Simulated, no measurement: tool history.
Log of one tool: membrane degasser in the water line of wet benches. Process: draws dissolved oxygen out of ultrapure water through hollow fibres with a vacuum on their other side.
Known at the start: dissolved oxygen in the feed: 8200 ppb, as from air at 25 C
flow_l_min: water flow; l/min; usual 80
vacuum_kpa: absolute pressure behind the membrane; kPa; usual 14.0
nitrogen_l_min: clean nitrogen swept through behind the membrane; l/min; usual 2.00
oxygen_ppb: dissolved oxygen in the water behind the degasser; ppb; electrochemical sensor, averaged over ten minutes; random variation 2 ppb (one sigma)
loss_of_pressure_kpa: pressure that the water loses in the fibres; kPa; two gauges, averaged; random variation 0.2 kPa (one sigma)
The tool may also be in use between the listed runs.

Run 1, day 0.000: usual settings. Result: oxygen_ppb 807.3 ppb, loss_of_pressure_kpa 45.19 kPa.
Run 2, day 1.275: usual settings but flow_l_min 49 l/min. Result: oxygen_ppb 545.6 ppb, loss_of_pressure_kpa 27.25 kPa.
Run 3, day 2.212: usual settings but flow_l_min 49 l/min. Result: oxygen_ppb 543.3 ppb, loss_of_pressure_kpa 27.72 kPa.
Run 4, day 3.179: usual settings but flow_l_min 49 l/min. Result: oxygen_ppb 545.3 ppb, loss_of_pressure_kpa 27.82 kPa.
Run 5, day 4.546: usual settings but flow_l_min 49 l/min. Result: oxygen_ppb 543.1 ppb, loss_of_pressure_kpa 27.54 kPa.
Run 6, day 5.371: usual settings but flow_l_min 49 l/min. Result: oxygen_ppb 544.2 ppb, loss_of_pressure_kpa 27.46 kPa.
Run 7, day 7.021: usual settings but flow_l_min 49 l/min. Result: oxygen_ppb 543.3 ppb, loss_of_pressure_kpa 27.46 kPa.
Run 8, day 8.112: usual settings. Result: oxygen_ppb 805.7 ppb, loss_of_pressure_kpa 45.35 kPa.
Run 9, day 8.921: usual settings but vacuum_kpa 32.0 kPa. Result: oxygen_ppb 1878.5 ppb, loss_of_pressure_kpa 45.25 kPa.
Run 10, day 9.992: usual settings but vacuum_kpa 32.0 kPa, nitrogen_l_min 0.88 l/min. Result: oxygen_ppb 3038.2 ppb, loss_of_pressure_kpa 45.15 kPa.
Run 11, day 11.608: usual settings. Result: oxygen_ppb 808.0 ppb, loss_of_pressure_kpa 45.16 kPa.
Run 12, day 13.100: usual settings. Result: oxygen_ppb 805.3 ppb, loss_of_pressure_kpa 45.22 kPa.
Run 13, day 14.046: usual settings. Result: oxygen_ppb 803.9 ppb, loss_of_pressure_kpa 45.09 kPa.
Run 14, day 15.633: usual settings. Result: oxygen_ppb 807.7 ppb, loss_of_pressure_kpa 45.23 kPa.
Run 15, day 16.579: usual settings. Result: oxygen_ppb 804.4 ppb, loss_of_pressure_kpa 45.25 kPa.
Run 16, day 17.754: usual settings. Result: oxygen_ppb 804.3 ppb, loss_of_pressure_kpa 45.16 kPa.
Run 17, day 19.204: usual settings but nitrogen_l_min 4.51 l/min. Result: oxygen_ppb 419.5 ppb, loss_of_pressure_kpa 45.07 kPa.
Run 18, day 21.083: usual settings but flow_l_min 61 l/min, vacuum_kpa 14.5 kPa, nitrogen_l_min 1.44 l/min. Result: oxygen_ppb 863.3 ppb, loss_of_pressure_kpa 34.32 kPa.
Run 19, day 22.700: usual settings but flow_l_min 71 l/min. Result: oxygen_ppb 731.6 ppb, loss_of_pressure_kpa 40.25 kPa.
Run 20, day 23.542: usual settings but flow_l_min 127 l/min. Result: oxygen_ppb 1137.8 ppb, loss_of_pressure_kpa 71.61 kPa.
Run 21, day 25.154: usual settings but flow_l_min 127 l/min. Result: oxygen_ppb 1136.9 ppb, loss_of_pressure_kpa 71.90 kPa.
Run 22, day 26.558: usual settings but flow_l_min 127 l/min. Result: oxygen_ppb 1135.0 ppb, loss_of_pressure_kpa 71.58 kPa.
Run 23, day 28.179: usual settings but flow_l_min 102 l/min, vacuum_kpa 27.3 kPa, nitrogen_l_min 2.39 l/min. Result: oxygen_ppb 1709.2 ppb, loss_of_pressure_kpa 57.98 kPa.
Run 24, day 29.688: usual settings but vacuum_kpa 13.8 kPa, nitrogen_l_min 2.61 l/min. Result: oxygen_ppb 645.1 ppb, loss_of_pressure_kpa 45.48 kPa.
Run 25, day 30.467: usual settings but flow_l_min 65 l/min, vacuum_kpa 16.8 kPa, nitrogen_l_min 1.42 l/min. Result: oxygen_ppb 1086.4 ppb, loss_of_pressure_kpa 36.99 kPa.
Run 26, day 31.833: usual settings but vacuum_kpa 29.0 kPa, nitrogen_l_min 5.71 l/min. Result: oxygen_ppb 768.4 ppb, loss_of_pressure_kpa 45.51 kPa.
Run 27, day 32.862: usual settings but vacuum_kpa 19.4 kPa, nitrogen_l_min 0.92 l/min. Result: oxygen_ppb 1913.2 ppb, loss_of_pressure_kpa 45.25 kPa.
Run 28, day 33.892: usual settings but vacuum_kpa 19.4 kPa, nitrogen_l_min 0.92 l/min. Result: oxygen_ppb 1927.1 ppb, loss_of_pressure_kpa 45.00 kPa.
Run 29, day 35.400: usual settings but flow_l_min 85 l/min, vacuum_kpa 29.8 kPa, nitrogen_l_min 0.92 l/min. Result: oxygen_ppb 2909.5 ppb, loss_of_pressure_kpa 48.21 kPa.
Run 30, day 36.275: usual settings but flow_l_min 96 l/min, vacuum_kpa 8.6 kPa, nitrogen_l_min 5.59 l/min. Result: oxygen_ppb 218.0 ppb, loss_of_pressure_kpa 54.40 kPa.
Run 31, day 37.400: usual settings but flow_l_min 96 l/min, vacuum_kpa 8.6 kPa, nitrogen_l_min 5.59 l/min. Result: oxygen_ppb 217.8 ppb, loss_of_pressure_kpa 54.51 kPa.
Run 32, day 39.204: usual settings but flow_l_min 96 l/min, vacuum_kpa 8.6 kPa, nitrogen_l_min 5.59 l/min. Result: oxygen_ppb 218.9 ppb, loss_of_pressure_kpa 54.05 kPa.

Not shown: 2 entries that the log had between the listed runs. Between which runs, and how does the tool's hidden state differ before and after?
Between runs 10 and 11: vacuum gauge calibrated (day 10.188)
  true pressure behind the membrane over the reading, kPa: 0.04 -> 0.05; air that leaks in behind the membrane, l/min: 0.0027 -> 0.0028
  measured less the result without the state, oxygen_ppb: +2.7 -> +3.5 ppb; loss_of_pressure_kpa: +0.09 -> +0.09 kPa
Between runs 17 and 18: vacuum gauge calibrated, once more (day 20.050)
  true pressure behind the membrane over the reading, kPa: 0.06 -> 0; air that leaks in behind the membrane, l/min: 0.0031 -> 0.0032
  measured less the result without the state, oxygen_ppb: +2.3 -> -0.3 ppb; loss_of_pressure_kpa: +0.12 -> +0.10 kPa

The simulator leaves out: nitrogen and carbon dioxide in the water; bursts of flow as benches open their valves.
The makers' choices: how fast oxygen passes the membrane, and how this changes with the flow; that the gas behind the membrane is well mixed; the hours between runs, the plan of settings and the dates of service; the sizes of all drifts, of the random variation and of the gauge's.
